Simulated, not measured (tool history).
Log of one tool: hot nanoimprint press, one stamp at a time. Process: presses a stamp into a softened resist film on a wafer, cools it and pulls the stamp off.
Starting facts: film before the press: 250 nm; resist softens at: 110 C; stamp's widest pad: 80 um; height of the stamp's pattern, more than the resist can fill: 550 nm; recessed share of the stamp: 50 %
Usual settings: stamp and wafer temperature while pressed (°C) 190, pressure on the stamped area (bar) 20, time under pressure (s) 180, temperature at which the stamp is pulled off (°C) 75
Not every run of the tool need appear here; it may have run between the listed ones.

run   hour  stamp and wafer temperature while pressed (°C)  pressure on the stamped area (bar)  time under pressure (s)  temperature at which the stamp is pulled off (°C)  resist left under the stamp's widest pad (angstrom)  greatest force while the stamp is pulled off (N)
  1      0                                             190                                  20                      180                                                 75                                                 1303                                               210
  2     33                                             190                                  20                      180                                                 75                                                 1300                                               210
      50.7  -- plate thermocouple calibrated
  3   68.2                                             190                                  20                      180                                                 75                                                 1304                                               210
  4   97.1                                             190                                  20                      180                                                 75                                                 1299                                               212
  5  112.5                                             190                                  20                      180                                                 75                                                 1309                                               207
  6    143                                             190                                  20                      180                                                 75                                                 1308                                               209
  7  168.3                                             190                                  20                      180                                                 75                                                 1305                                               214
     183.3  -- stamp cleaned and given a new release coat
  8  204.2                                             190                                  20                      180                                                 75                                                 1307                                               210
  9  223.3                                             190                                29.7                      180                                                 75                                                 1080                                               212
 10  249.3                                             190                                29.7                      180                                                 75                                                 1077                                               211
 11  271.5                                             190                                  20                      353                                                 75                                                 1033                                               206
 12  305.1                                             199                                  20                      180                                                 75                                                  894                                               212
 13  339.5                                             190                                  20                      180                                                 70                                                 1312                                               239
 14    374                                             190                                  20                      180                                                 70                                                 1315                                               237
 15  397.6                                             190                                16.2                      180                                                 75                                                 1446                                               210
 16    414                                             190                                16.2                      180                                                 75                                                 1439                                               213
 17  442.1                                             190                                16.2                      180                                                 75                                                 1438                                               215
     477.1  -- stamp cleaned and given a new release coat
 18  477.4                                             190                                  20                      335                                                 75                                                 1058                                               206
 19  505.1                                             190                                25.3                      180                                                 75                                                 1173                                               213
 20  538.7                                             190                                27.9                       99                                                 75                                                 1373                                               212

Run 21 has not been measured yet. What should we expect?
 21  573.1                                             190                                27.9                       99                                                 75                                                    ?                                                 ?

{"run 21": {"resist left under the stamp's widest pad (angstrom)": 1380, "greatest force while the stamp is pulled off (N)": 212}}
With no hidden state in the tool, this same run would have given resist left under the stamp's widest pad (angstrom) 1364, greatest force while the stamp is pulled off (N) 212.
